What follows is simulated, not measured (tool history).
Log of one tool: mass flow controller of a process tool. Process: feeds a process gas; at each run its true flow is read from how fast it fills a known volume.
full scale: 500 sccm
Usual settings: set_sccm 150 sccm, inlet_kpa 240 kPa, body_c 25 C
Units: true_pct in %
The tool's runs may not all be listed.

run    hour  set_sccm  inlet_kpa  body_c  true_pct
  1       0       150        240      25     99.47
  2     100       150        240      25      99.4
  3   182.3       150        240      35    100.08
  4   228.9       150        240      35    100.05
  5   301.5       124        240      35    100.46
  6   362.6       150        240      28     99.79
  7   445.7       150        158      25     98.72
  8   494.5       150        240      31      99.8
  9   581.6       150        240      31     99.89
 10   672.4       150        266      25     99.67
 11   735.8       358        266      25     98.95
 12   778.3       358        266      25     99.01
 13   873.3       244        240      25     98.99
 14   944.2       150        240      25      99.4
 15   990.6       150        240      25     99.48
 16  1047.6       150        240      25     99.41
 17  1148.5       150        240      25     99.34
     1158.1  -- controller's zero set anew
 18    1205       150        240      23    100.28
 19  1264.8       467        176      25     98.36
 20  1346.5       467        176      25      98.3
 21  1390.5       467        176      25     98.32
 22  1478.6       467        176      25     98.29
 23  1539.5       467        176      25     98.32
 24  1629.6       467        176      25     98.25
 25  1727.2       268        240      25     99.35
     1753.6  -- controller's zero set anew, once more
 26  1780.4       268        240      25     97.86
 27  1871.9       268        240      25     97.73
 28  1946.7       348        152      25     97.03
 29  2039.4       150        173      20     96.91
 30  2127.7       150        173      20     96.75
 31  2229.2       150        173      20     96.84
 32  2298.4       150        173      20     96.83
 33  2339.7       124        256      30     98.14

Forecast each of these 4 alternatives for the next run:
  A  2435.7        52        256      40         ?
  B  2435.7       124        256      25         ?
  C  2435.7       338        157      30         ?
  D  2435.7        80        158      25         ?

run  true_pct
  A     98.99
  B     97.83
  C     97.51
  D     97.11
Without the tool's hidden state the same runs would have given:
run  true_pct
  A    101.04
  B    100.17
  C       100
  D     99.34
